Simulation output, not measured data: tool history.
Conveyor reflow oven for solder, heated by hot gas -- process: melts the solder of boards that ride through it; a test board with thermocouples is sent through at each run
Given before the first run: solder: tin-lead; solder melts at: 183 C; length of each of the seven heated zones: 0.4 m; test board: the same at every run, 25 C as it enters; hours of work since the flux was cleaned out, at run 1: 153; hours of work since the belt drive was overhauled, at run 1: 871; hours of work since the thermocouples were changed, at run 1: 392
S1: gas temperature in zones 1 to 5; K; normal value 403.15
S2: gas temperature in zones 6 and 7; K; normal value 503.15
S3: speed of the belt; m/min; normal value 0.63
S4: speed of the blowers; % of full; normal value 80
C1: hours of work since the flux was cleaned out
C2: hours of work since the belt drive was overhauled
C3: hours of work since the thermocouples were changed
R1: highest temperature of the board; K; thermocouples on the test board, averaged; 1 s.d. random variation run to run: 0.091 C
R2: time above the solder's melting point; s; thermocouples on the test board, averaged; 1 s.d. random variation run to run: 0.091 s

run     day      S1      S2    S3  S4   C1    C2   C3      R1     R2
  1   0.000  403.15  503.15  0.63  80  153   871  392  485.31  50.07
      0.738  -- flux residue cleaned out of gas plates and filters
  2   3.188  404.15  503.15  0.63  80   47   928  449  485.89  51.15
  3   5.679  403.15  492.15  0.63  80   94   976  497  476.23  40.90
  4   9.075  403.15  492.15  0.63  80  159  1040  561  476.07  40.62
      9.667  -- flux residue cleaned out of gas plates and filters
  5  11.883  403.15  503.15  0.63  80   42  1090  611  486.07  51.03
  6  15.433  403.15  503.15  0.63  80  110  1158  679  485.78  50.98
     18.258  -- flux residue cleaned out of gas plates and filters
  7  18.662  403.15  503.15  0.63  80    8  1215  736  486.39  51.59
  8  21.308  403.15  503.15  0.63  80   58  1266  787  486.14  51.37
  9  24.525  403.15  503.15  0.63  80  119  1327  848  485.88  51.16
     25.625  -- thermocouples of zones 6 and 7 changed
     26.946  -- flux residue cleaned out of gas plates and filters
 10  27.654  403.15  503.15  0.63  80   14  1381   35  485.12  50.60
 11  31.517  403.15  495.15  0.63  80   87  1455  108  478.22  43.66
     33.950  -- belt drive overhauled, speed set with a stopwatch
     35.942  -- flux residue cleaned out of gas plates and filters
 12  36.033  403.15  503.15  0.63  80    2    36  187  485.07  49.70
 13  38.946  403.15  503.15  0.63  80   57    91  243  484.51  49.33
 14  42.121  403.15  503.15  0.63  80  118   152  303  484.27  48.99

Run 15 has not been measured yet. What should we expect?
     44.642  -- flux residue cleaned out of gas plates and filters
 15  44.642  403.15  503.15  0.63  80   0  196  347   ?   ?

{"run 15": {"R1": 485.05, "R2": 50.09}}
With the hidden condition absent and the run-to-run variation left alone, this run would have shown R1 485.11 K, R2 50.00 s.

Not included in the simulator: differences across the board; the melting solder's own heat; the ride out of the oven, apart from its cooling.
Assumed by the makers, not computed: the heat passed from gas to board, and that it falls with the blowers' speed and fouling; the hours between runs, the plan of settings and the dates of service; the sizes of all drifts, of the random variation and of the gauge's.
